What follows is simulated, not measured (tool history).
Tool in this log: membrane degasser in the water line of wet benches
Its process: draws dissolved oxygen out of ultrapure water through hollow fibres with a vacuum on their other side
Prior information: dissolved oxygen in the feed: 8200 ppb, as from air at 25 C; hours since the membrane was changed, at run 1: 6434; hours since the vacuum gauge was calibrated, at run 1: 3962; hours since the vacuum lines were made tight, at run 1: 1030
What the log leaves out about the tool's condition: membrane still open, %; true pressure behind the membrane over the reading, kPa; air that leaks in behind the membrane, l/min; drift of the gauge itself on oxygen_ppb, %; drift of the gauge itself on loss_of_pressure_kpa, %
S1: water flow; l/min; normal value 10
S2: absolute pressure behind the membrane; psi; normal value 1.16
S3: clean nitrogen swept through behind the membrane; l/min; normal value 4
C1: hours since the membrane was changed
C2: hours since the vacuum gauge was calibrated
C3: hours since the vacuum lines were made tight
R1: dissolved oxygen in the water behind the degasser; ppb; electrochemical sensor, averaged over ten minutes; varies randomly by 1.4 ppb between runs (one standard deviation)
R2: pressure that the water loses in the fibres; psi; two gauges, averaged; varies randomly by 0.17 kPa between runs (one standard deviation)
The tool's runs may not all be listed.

Run 1, hour 0: usual settings; C1 6434; C2 3962; C3 1030. Result: R1 168.4 ppb, R2 4.544 psi.
Run 2, hour 267.2: usual settings; C1 6701; C2 4229; C3 1297. Result: R1 168.6 ppb, R2 4.577 psi.
Run 3, hour 488.5: usual settings; C1 6922; C2 4450; C3 1518. Result: R1 168 ppb, R2 4.576 psi.
At hour 541.6: vacuum gauge calibrated.
Run 4, hour 644.1: usual settings; C1 7077; C2 103; C3 1674. Result: R1 172.7 ppb, R2 4.569 psi.
Run 5, hour 963.7: usual settings; C1 7397; C2 422; C3 1993. Result: R1 173.3 ppb, R2 4.603 psi.
Run 6, hour 1157.5: usual settings; C1 7591; C2 616; C3 2187. Result: R1 173.1 ppb, R2 4.592 psi.
Run 7, hour 1472.7: usual settings; C1 7906; C2 931; C3 2502. Result: R1 177.5 ppb, R2 4.627 psi.
Run 8, hour 1708.4: usual settings but S1 7 l/min; C1 8142; C2 1167; C3 2738. Result: R1 81 ppb, R2 3.221 psi.
Run 9, hour 2013.1: usual settings but S1 7 l/min, S2 1.137 psi; C1 8447; C2 1472; C3 3043. Result: R1 79.2 ppb, R2 3.182 psi.
Run 10, hour 2212.6: usual settings but S1 7 l/min, S2 1.137 psi; C1 8646; C2 1671; C3 3242. Result: R1 80.4 ppb, R2 3.258 psi.
At hour 2362.4: vacuum gauge calibrated, once more.
Run 11, hour 2544.5: usual settings; C1 8977; C2 182; C3 3574. Result: R1 178.7 ppb, R2 4.664 psi.
Run 12, hour 2709.6: usual settings; C1 9142; C2 347; C3 3739. Result: R1 181.2 ppb, R2 4.683 psi.
Run 13, hour 2989.5: usual settings but S3 9.14 l/min; C1 9422; C2 627; C3 4018. Result: R1 164.2 ppb, R2 4.685 psi.
Run 14, hour 3285.4: usual settings but S3 10.24 l/min; C1 9718; C2 923; C3 4314. Result: R1 165.6 ppb, R2 4.677 psi.
Run 15, hour 3593.4: usual settings but S3 10.24 l/min; C1 10026; C2 1231; C3 4622. Result: R1 169.2 ppb, R2 4.691 psi.
Run 16, hour 3851.5: usual settings but S1 13 l/min; C1 10284; C2 1489; C3 4881. Result: R1 320.5 ppb, R2 6.102 psi.
Run 17, hour 4129.3: usual settings but S1 13 l/min; C1 10562; C2 1767; C3 5158. Result: R1 316.2 ppb, R2 6.152 psi.
Run 18, hour 4286: usual settings but S1 13 l/min; C1 10719; C2 1924; C3 5315. Result: R1 317.2 ppb, R2 6.138 psi.
At hour 4399.3: seals of the vacuum lines changed.
Run 19, hour 4527.4: usual settings but S1 13 l/min, S2 0.718 psi; C1 10958; C2 2163; C3 128. Result: R1 295.2 ppb, R2 6.11 psi.
Run 20, hour 4761.2: usual settings but S1 12 l/min, S3 7.76 l/min; C1 11192; C2 2397; C3 362. Result: R1 257.8 ppb, R2 5.661 psi.
At hour 4890.2: membrane cartridge changed.
Run 21, hour 5008.9: usual settings but S2 0.951 psi, S3 4.33 l/min; C1 119; C2 2641; C3 606. Result: R1 129.8 ppb, R2 4.305 psi.
Run 22, hour 5242: usual settings but S2 1.487 psi; C1 352; C2 2874; C3 839. Result: R1 155.8 ppb, R2 4.316 psi.
Run 23, hour 5512.5: usual settings but S1 12 l/min, S3 9.42 l/min; C1 622; C2 3144; C3 1109. Result: R1 189.7 ppb, R2 5.211 psi.
Run 24, hour 5740.3: usual settings but S1 6 l/min; C1 850; C2 3372; C3 1337. Result: R1 44.3 ppb, R2 2.634 psi.
Run 25, hour 5899.4: usual settings but S1 6 l/min, S2 0.844 psi, S3 2.89 l/min; C1 1009; C2 3531; C3 1496. Result: R1 40.5 ppb, R2 2.628 psi.
Run 26, hour 6076.6: usual settings but S1 15 l/min, S3 4.63 l/min; C1 1186; C2 3708; C3 1673. Result: R1 325.1 ppb, R2 6.537 psi.
Run 27, hour 6327.2: usual settings but S2 2.664 psi, S3 6.06 l/min; C1 1437; C2 3959; C3 1924. Result: R1 178.8 ppb, R2 4.338 psi.
Run 28, hour 6497.3: usual settings but S2 0.698 psi, S3 3.91 l/min; C1 1607; C2 4129; C3 2094. Result: R1 129.2 ppb, R2 4.37 psi.
Run 29, hour 6679.2: usual settings but S2 0.698 psi, S3 3.91 l/min; C1 1789; C2 4311; C3 2276. Result: R1 127.2 ppb, R2 4.36 psi.
At hour 6868.7: vacuum gauge calibrated.
Run 30, hour 7022.7: usual settings but S2 0.793 psi, S3 7.3 l/min; C1 2132; C2 154; C3 2619. Result: R1 126.8 ppb, R2 4.373 psi.
Run 31, hour 7319.2: usual settings but S2 2.113 psi, S3 2.42 l/min; C1 2428; C2 451; C3 2915. Result: R1 235.5 ppb, R2 4.37 psi.

Same runs, no hidden state in the tool, same run-to-run variation:
run     R1     R2
  1  139.5  4.313
  2  138.5  4.335
  3    137  4.326
  4    139  4.313
  5  137.9  4.334
  6  136.8  4.313
  7    139  4.335
  8   60.7  3.011
  9   58.5  2.965
 10   59.1  3.033
 11    138  4.328
 12  139.2  4.342
 13  121.6  4.334
 14  121.1  4.313
 15  122.4  4.315
 16  244.6  5.597
 17  239.3   5.63
 18  239.2   5.61
 19  216.5  5.571
 20  187.1   5.15
 21  128.3    4.3
 22  152.7  4.305
 23  185.5  5.184
 24   41.9  2.616
 25   37.7  2.606
 26    314  6.476
 27  170.5  4.289
 28  121.2  4.315
 29  118.5  4.297
 30    118  4.297
 31  220.6  4.286
